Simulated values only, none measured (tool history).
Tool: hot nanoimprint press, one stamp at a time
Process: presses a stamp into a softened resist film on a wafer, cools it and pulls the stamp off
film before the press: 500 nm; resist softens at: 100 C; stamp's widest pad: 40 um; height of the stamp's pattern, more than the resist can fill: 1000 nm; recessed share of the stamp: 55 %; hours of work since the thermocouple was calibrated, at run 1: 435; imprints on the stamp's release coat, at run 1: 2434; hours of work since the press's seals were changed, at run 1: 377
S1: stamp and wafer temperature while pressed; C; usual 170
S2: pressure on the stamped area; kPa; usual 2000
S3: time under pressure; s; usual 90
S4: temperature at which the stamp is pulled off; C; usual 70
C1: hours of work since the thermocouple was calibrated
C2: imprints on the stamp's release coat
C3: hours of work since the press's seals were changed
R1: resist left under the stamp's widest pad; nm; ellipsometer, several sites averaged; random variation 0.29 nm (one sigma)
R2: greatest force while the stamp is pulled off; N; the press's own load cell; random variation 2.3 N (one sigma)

run 1 hour=0.0 | S1=170 S2=2000 S3=90 S4=70 | C1=435 C2=2434 C3=377 | R1=202.3 R2=153
-- hour=11.0 stamp cleaned and given a new release coat
-- hour=27.8 plate thermocouple calibrated
run 2 hour=85.1 | S1=170 S2=2000 S3=90 S4=70 | C1=43 C2=421 C3=434 | R1=209.9 R2=124
run 3 hour=150.7 | S1=170 S2=2000 S3=90 S4=70 | C1=93 C2=810 C3=484 | R1=208.8 R2=127
run 4 hour=222.5 | S1=170 S2=2000 S3=90 S4=70 | C1=147 C2=1236 C3=538 | R1=208.8 R2=134
run 5 hour=258.2 | S1=170 S2=1300 S3=90 S4=70 | C1=173 C2=1447 C3=565 | R1=245.4 R2=140
run 6 hour=318.8 | S1=170 S2=1300 S3=90 S4=70 | C1=219 C2=1807 C3=610 | R1=245.3 R2=146
run 7 hour=380.2 | S1=170 S2=1300 S3=90 S4=70 | C1=265 C2=2171 C3=657 | R1=244.8 R2=148
-- hour=432.1 stamp cleaned and given a new release coat
run 8 hour=453.1 | S1=172 S2=2000 S3=90 S4=70 | C1=316 C2=125 C3=707 | R1=194.6 R2=112
run 9 hour=487.7 | S1=172 S2=3040 S3=90 S4=70 | C1=342 C2=330 C3=733 | R1=163.6 R2=114
run 10 hour=521.0 | S1=170 S2=2000 S3=90 S4=70 | C1=367 C2=527 C3=758 | R1=205.9 R2=119
run 11 hour=561.5 | S1=170 S2=2000 S3=90 S4=70 | C1=397 C2=767 C3=789 | R1=206.0 R2=118
run 12 hour=612.2 | S1=170 S2=2000 S3=90 S4=70 | C1=436 C2=1068 C3=827 | R1=205.0 R2=125
-- hour=633.0 plate thermocouple calibrated
run 13 hour=687.2 | S1=170 S2=2000 S3=90 S4=70 | C1=41 C2=1495 C3=881 | R1=215.0 R2=144
run 14 hour=724.4 | S1=170 S2=2000 S3=90 S4=77 | C1=69 C2=1715 C3=909 | R1=215.8 R2=115
-- hour=766.5 press's hydraulic seals changed and the load cell set to zero
run 15 hour=807.8 | S1=170 S2=2000 S3=90 S4=77 | C1=126 C2=2163 C3=31 | R1=207.0 R2=123
-- hour=862.0 stamp cleaned and given a new release coat
run 16 hour=889.6 | S1=160 S2=1480 S3=152 S4=65 | C1=183 C2=164 C3=88 | R1=259.5 R2=134
run 17 hour=945.4 | S1=170 S2=2180 S3=90 S4=70 | C1=225 C2=495 C3=130 | R1=199.0 R2=119
run 18 hour=1003.1 | S1=163 S2=1680 S3=90 S4=70 | C1=268 C2=837 C3=174 | R1=271.5 R2=127
run 19 hour=1075.4 | S1=163 S2=1680 S3=90 S4=70 | C1=323 C2=1266 C3=228 | R1=270.2 R2=134
run 20 hour=1119.6 | S1=163 S2=1680 S3=90 S4=70 | C1=356 C2=1528 C3=261 | R1=269.7 R2=139
run 21 hour=1167.4 | S1=170 S2=2300 S3=79 S4=62 | C1=392 C2=1811 C3=297 | R1=203.7 R2=177
run 22 hour=1210.8 | S1=170 S2=2300 S3=79 S4=62 | C1=425 C2=2069 C3=330 | R1=202.8 R2=175
-- hour=1245.7 plate thermocouple calibrated
-- hour=1285.8 stamp cleaned and given a new release coat
run 23 hour=1287.6 | S1=170 S2=2300 S3=79 S4=62 | C1=27 C2=10 C3=381 | R1=210.7 R2=141
run 24 hour=1346.3 | S1=159 S2=2000 S3=45 S4=57 | C1=71 C2=359 C3=425 | R1=359.1 R2=170
run 25 hour=1410.2 | S1=170 S2=2220 S3=47 S4=70 | C1=119 C2=737 C3=473 | R1=260.2 R2=127
run 26 hour=1455.0 | S1=170 S2=2000 S3=65 S4=70 | C1=153 C2=1003 C3=507 | R1=238.7 R2=132
run 27 hour=1514.6 | S1=170 S2=2000 S3=65 S4=70 | C1=198 C2=1356 C3=552 | R1=239.2 R2=134
run 28 hour=1547.6 | S1=170 S2=2000 S3=65 S4=70 | C1=223 C2=1552 C3=577 | R1=238.6 R2=139
run 29 hour=1618.0 | S1=170 S2=2000 S3=65 S4=70 | C1=276 C2=1970 C3=630 | R1=237.6 R2=143

Forecast each of these 3 alternatives for the next run:
run A hour=1661.3 | S1=170 S2=1330 S3=68 S4=70 | C1=308 C2=2226 C3=663 | R1=? R2=?
run B hour=1661.3 | S1=160 S2=2000 S3=148 S4=70 | C1=308 C2=2226 C3=663 | R1=? R2=?
run C hour=1661.3 | S1=162 S2=2000 S3=108 S4=72 | C1=308 C2=2226 C3=663 | R1=? R2=?

run=A R1=269.5 R2=153
run=B R1=236.3 R2=151
run=C R1=249.3 R2=140
Without the tool's hidden state the same runs would have given:
run=A R1=271.5 R2=116
run=B R1=237.2 R2=115
run=C R1=250.0 R2=106
